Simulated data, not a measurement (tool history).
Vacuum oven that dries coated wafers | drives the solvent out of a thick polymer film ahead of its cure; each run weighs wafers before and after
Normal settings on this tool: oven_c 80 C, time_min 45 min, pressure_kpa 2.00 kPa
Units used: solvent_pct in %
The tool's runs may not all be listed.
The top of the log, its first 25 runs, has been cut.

run,day,oven_c,time_min,pressure_kpa,hours of work since the thermocouples were calibrated,hours of work since the vacuum gauge was cleaned of residue,solvent_pct
26,10.408,82,54,5.59,15,196,2.25
# day 10.846: oven's thermocouples calibrated, once more
27,10.912,70,49,2.00,1,200,4.44
28,11.208,70,49,2.00,4,203,4.40
29,11.600,76,36,2.00,8,207,3.32
30,11.942,76,36,2.00,11,210,3.33
31,12.338,80,39,3.91,15,214,2.54
32,12.883,80,35,6.42,20,220,3.72
33,13.121,80,45,1.71,23,222,1.36
34,13.629,87,45,2.79,28,227,0.98
35,13.867,84,66,1.86,30,229,0.68
36,14.400,84,40,7.19,35,235,2.80
37,14.646,72,36,4.81,38,237,6.32
38,15.054,72,36,4.81,42,241,6.39
39,15.396,68,24,2.40,45,245,10.09
40,15.754,79,35,4.20,49,248,3.04
41,16.054,88,53,3.58,52,251,1.03
42,16.421,92,44,1.38,56,255,0.40
43,16.975,77,45,6.45,61,261,3.95
44,17.429,81,40,1.79,66,265,1.41

For run 45, what comes out?
45,17.700,81,40,1.79,68,268,?

{"run 45": {"solvent_pct": 1.47}}
On a tool with no hidden condition, and with the same random variation, this run would have come out at solvent_pct 1.52 %.
